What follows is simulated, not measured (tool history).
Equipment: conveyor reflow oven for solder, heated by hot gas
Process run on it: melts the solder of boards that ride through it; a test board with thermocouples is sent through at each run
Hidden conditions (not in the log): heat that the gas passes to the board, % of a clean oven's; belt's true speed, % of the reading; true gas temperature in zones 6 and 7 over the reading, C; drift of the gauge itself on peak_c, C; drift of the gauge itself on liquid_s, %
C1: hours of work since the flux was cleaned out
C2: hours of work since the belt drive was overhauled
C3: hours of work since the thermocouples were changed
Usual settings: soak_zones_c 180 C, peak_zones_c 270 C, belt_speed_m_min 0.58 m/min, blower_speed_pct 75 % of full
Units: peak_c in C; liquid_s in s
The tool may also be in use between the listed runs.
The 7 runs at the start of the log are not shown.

{"run": 8, "day": 14.475, "soak_zones_c": 180, "peak_zones_c": 270, "belt_speed_m_min": 0.58, "blower_speed_pct": 56, "C1": 104, "C2": 727, "C3": 268, "peak_c": 252.5, "liquid_s": 56.6}
{"run": 9, "day": 16.142, "soak_zones_c": 180, "peak_zones_c": 270, "belt_speed_m_min": 0.58, "blower_speed_pct": 75, "C1": 130, "C2": 753, "C3": 294, "peak_c": 257.6, "liquid_s": 61.1}
{"run": 10, "day": 17.6, "soak_zones_c": 180, "peak_zones_c": 259, "belt_speed_m_min": 0.58, "blower_speed_pct": 75, "C1": 153, "C2": 776, "C3": 317, "peak_c": 247.6, "liquid_s": 54.7}
{"run": 11, "day": 19.712, "soak_zones_c": 178, "peak_zones_c": 270, "belt_speed_m_min": 0.58, "blower_speed_pct": 75, "C1": 186, "C2": 809, "C3": 350, "peak_c": 257.2, "liquid_s": 60}
{"run": 12, "day": 21.679, "soak_zones_c": 180, "peak_zones_c": 270, "belt_speed_m_min": 0.522, "blower_speed_pct": 75, "C1": 217, "C2": 840, "C3": 381, "peak_c": 260.1, "liquid_s": 70}
{"run": 13, "day": 22.788, "soak_zones_c": 180, "peak_zones_c": 270, "belt_speed_m_min": 0.58, "blower_speed_pct": 75, "C1": 234, "C2": 857, "C3": 398, "peak_c": 257.2, "liquid_s": 60.7}
{"run": 14, "day": 24.167, "soak_zones_c": 180, "peak_zones_c": 270, "belt_speed_m_min": 0.58, "blower_speed_pct": 75, "C1": 256, "C2": 878, "C3": 420, "peak_c": 257.3, "liquid_s": 60.7}
{"run": 15, "day": 26.408, "soak_zones_c": 180, "peak_zones_c": 270, "belt_speed_m_min": 0.58, "blower_speed_pct": 75, "C1": 291, "C2": 914, "C3": 455, "peak_c": 256.9, "liquid_s": 60.5}
{"day": 27.312, "done": "flux residue cleaned out of gas plates and filters"}
{"run": 16, "day": 28.933, "soak_zones_c": 180, "peak_zones_c": 270, "belt_speed_m_min": 0.511, "blower_speed_pct": 75, "C1": 25, "C2": 950, "C3": 491, "peak_c": 261.6, "liquid_s": 72.9}
{"run": 17, "day": 30.375, "soak_zones_c": 189, "peak_zones_c": 270, "belt_speed_m_min": 0.655, "blower_speed_pct": 75, "C1": 48, "C2": 972, "C3": 514, "peak_c": 256.7, "liquid_s": 56.3}
{"run": 18, "day": 31.358, "soak_zones_c": 189, "peak_zones_c": 270, "belt_speed_m_min": 0.655, "blower_speed_pct": 75, "C1": 63, "C2": 988, "C3": 529, "peak_c": 256.3, "liquid_s": 56.4}
{"run": 19, "day": 33.321, "soak_zones_c": 189, "peak_zones_c": 270, "belt_speed_m_min": 0.655, "blower_speed_pct": 75, "C1": 94, "C2": 1018, "C3": 560, "peak_c": 256.4, "liquid_s": 56.3}
{"run": 20, "day": 34.554, "soak_zones_c": 180, "peak_zones_c": 281, "belt_speed_m_min": 0.58, "blower_speed_pct": 75, "C1": 113, "C2": 1038, "C3": 579, "peak_c": 268.1, "liquid_s": 66.5}
{"run": 21, "day": 36.708, "soak_zones_c": 166, "peak_zones_c": 272, "belt_speed_m_min": 0.487, "blower_speed_pct": 58, "C1": 147, "C2": 1071, "C3": 613, "peak_c": 258.4, "liquid_s": 68.6}
{"day": 37.371, "done": "thermocouples of zones 6 and 7 changed"}
{"run": 22, "day": 38.433, "soak_zones_c": 166, "peak_zones_c": 272, "belt_speed_m_min": 0.487, "blower_speed_pct": 58, "C1": 173, "C2": 1097, "C3": 17, "peak_c": 257.6, "liquid_s": 67.9}
{"run": 23, "day": 40.6, "soak_zones_c": 180, "peak_zones_c": 281, "belt_speed_m_min": 0.58, "blower_speed_pct": 66, "C1": 207, "C2": 1131, "C3": 50, "peak_c": 264.4, "liquid_s": 64.8}
{"run": 24, "day": 42.596, "soak_zones_c": 182, "peak_zones_c": 270, "belt_speed_m_min": 0.58, "blower_speed_pct": 62, "C1": 238, "C2": 1162, "C3": 82, "peak_c": 254.1, "liquid_s": 59.1}
{"run": 25, "day": 44.546, "soak_zones_c": 194, "peak_zones_c": 273, "belt_speed_m_min": 0.523, "blower_speed_pct": 50, "C1": 268, "C2": 1193, "C3": 112, "peak_c": 258.3, "liquid_s": 74.3}
{"run": 26, "day": 45.662, "soak_zones_c": 194, "peak_zones_c": 273, "belt_speed_m_min": 0.523, "blower_speed_pct": 50, "C1": 286, "C2": 1210, "C3": 130, "peak_c": 258.4, "liquid_s": 74.3}
{"day": 46.95, "done": "flux residue cleaned out of gas plates and filters"}
{"run": 27, "day": 47.817, "soak_zones_c": 187, "peak_zones_c": 266, "belt_speed_m_min": 0.529, "blower_speed_pct": 79, "C1": 14, "C2": 1241, "C3": 160, "peak_c": 258, "liquid_s": 71.7}
{"run": 28, "day": 49.746, "soak_zones_c": 180, "peak_zones_c": 270, "belt_speed_m_min": 0.472, "blower_speed_pct": 88, "C1": 44, "C2": 1271, "C3": 190, "peak_c": 264.2, "liquid_s": 81.5}
{"run": 29, "day": 51.038, "soak_zones_c": 190, "peak_zones_c": 270, "belt_speed_m_min": 0.625, "blower_speed_pct": 88, "C1": 64, "C2": 1291, "C3": 211, "peak_c": 259.7, "liquid_s": 62}
{"run": 30, "day": 53.275, "soak_zones_c": 192, "peak_zones_c": 274, "belt_speed_m_min": 0.64, "blower_speed_pct": 73, "C1": 99, "C2": 1326, "C3": 246, "peak_c": 259.9, "liquid_s": 60.9}

Consider 3 possible next runs. They are alternatives, not a sequence: every one starts from the tool as it was left by run 30. What does each give?
{"run": "A", "day": 55.083, "soak_zones_c": 170, "peak_zones_c": 274, "belt_speed_m_min": 0.676, "blower_speed_pct": 73, "C1": 127, "C2": 1355, "C3": 274, "peak_c": "?", "liquid_s": "?"}
{"run": "B", "day": 55.083, "soak_zones_c": 191, "peak_zones_c": 275, "belt_speed_m_min": 0.694, "blower_speed_pct": 73, "C1": 127, "C2": 1355, "C3": 274, "peak_c": "?", "liquid_s": "?"}
{"run": "C", "day": 55.083, "soak_zones_c": 185, "peak_zones_c": 270, "belt_speed_m_min": 0.58, "blower_speed_pct": 75, "C1": 127, "C2": 1355, "C3": 274, "peak_c": "?", "liquid_s": "?"}

run=A peak_c=253.8 liquid_s=47
run=B peak_c=257.8 liquid_s=54.6
run=C peak_c=258.2 liquid_s=64
The same runs, with their run-to-run variation unchanged, on a tool lacking any hidden condition would have given:
run=A peak_c=253.9 liquid_s=45.9
run=B peak_c=258 liquid_s=53.1
run=C peak_c=258.3 liquid_s=62.3

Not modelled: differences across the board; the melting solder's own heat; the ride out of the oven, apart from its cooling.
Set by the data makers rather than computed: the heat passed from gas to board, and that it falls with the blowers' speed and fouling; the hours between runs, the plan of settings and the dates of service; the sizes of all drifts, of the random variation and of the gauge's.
